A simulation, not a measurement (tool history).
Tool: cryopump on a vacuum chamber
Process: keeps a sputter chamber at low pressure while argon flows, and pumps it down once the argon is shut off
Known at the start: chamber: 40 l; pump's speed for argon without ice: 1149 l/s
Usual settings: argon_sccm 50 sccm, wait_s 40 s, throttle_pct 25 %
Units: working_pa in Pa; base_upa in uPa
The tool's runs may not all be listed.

run	hour	argon_sccm	wait_s	throttle_pct	working_pa	base_upa
1	0.0	50	40	25	0.2974	6.24
2	94.1	50	40	25	0.3011	6.42
3	150.0	47	40	25	0.2835	6.54
4	243.0	47	40	25	0.2854	6.62
5	287.7	47	40	25	0.2856	6.69
# hour 363.5: leaking fittings of the chamber tightened, without venting
6	363.5	80	40	25	0.4880	3.56
7	447.1	80	40	25	0.4932	3.79
8	532.5	80	40	25	0.4970	3.77
9	608.5	80	40	25	0.4973	3.77
10	696.3	50	40	25	0.3137	3.99

The next listed run, before its measurement:
11	771.6	38	45	36	?	?

Run 11 gave working_pa 0.1728 Pa, base_upa 3.68 uPa.
Without the tool's hidden state the same run would have given working_pa 0.1555 Pa, base_upa 3.09 uPa.
